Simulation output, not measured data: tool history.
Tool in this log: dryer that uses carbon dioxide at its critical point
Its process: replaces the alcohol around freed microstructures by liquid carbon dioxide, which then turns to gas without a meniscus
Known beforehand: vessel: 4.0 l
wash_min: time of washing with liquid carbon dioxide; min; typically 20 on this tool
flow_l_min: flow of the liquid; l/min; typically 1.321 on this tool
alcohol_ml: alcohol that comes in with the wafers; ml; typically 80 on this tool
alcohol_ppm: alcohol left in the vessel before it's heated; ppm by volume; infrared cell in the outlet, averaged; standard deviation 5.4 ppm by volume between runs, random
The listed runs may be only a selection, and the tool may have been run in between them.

| run | hour | wash_min | flow_l_min | alcohol_ml | alcohol_ppm |
|---|---|---|---|---|---|
| 1 | 0 | 20 | 1.321 | 80 | 188 |
| 2 | 27.3 | 20 | 1.321 | 80 | 191 |
| 3 | 56.8 | 20 | 1.321 | 35 | 102 |
| 4 | 80 | 20 | 1.321 | 35 | 101 |
| 5 | 106.5 | 20 | 1.321 | 112 | 301 |
| 6 | 125.5 | 20 | 1.321 | 112 | 310 |
| 7 | 140 | 20 | 1.321 | 112 | 297 |
| 8 | 155.6 | 20 | 1.321 | 47 | 145 |
| 9 | 186.4 | 20 | 1.321 | 80 | 251 |
| 10 | 211.2 | 20 | 1.321 | 80 | 256 |
| 11 | 232.4 | 26 | 1.321 | 80 | 96 |
| 12 | 251.3 | 26 | 1.93 | 80 | 50 |
| 13 | 270.6 | 26 | 1.93 | 80 | 44 |
| 14 | 299.2 | 26 | 1.93 | 80 | 37 |
| 15 | 319.5 | 19 | 1.17 | 30 | 238 |
| 16 | 342.1 | 13 | 1.39 | 53 | 715 |
| 17 | 355.6 | 12 | 1.66 | 80 | 810 |

Predict each of these 4 candidate next runs independently; none follows another, all start after run 17:
|  | 363.5 | inlet filter changed |
| A | 386.9 | 22 | 2.11 | 23 | ? |
|  | 363.5 | inlet filter changed |
| B | 386.9 | 16 | 0.85 | 97 | ? |
|  | 363.5 | inlet filter changed |
| C | 386.9 | 12 | 2.11 | 80 | ? |
|  | 363.5 | inlet filter changed |
| D | 386.9 | 15 | 1.321 | 80 | ? |

| run | alcohol_ppm |
|---|---|
| A | 57 |
| B | 1796 |
| C | 233 |
| D | 520 |
Take away the tool's hidden state, keep each run's random variation, and the runs would have read:
| run | alcohol_ppm |
|---|---|
| A | 3 |
| B | 1707 |
| C | 173 |
| D | 453 |
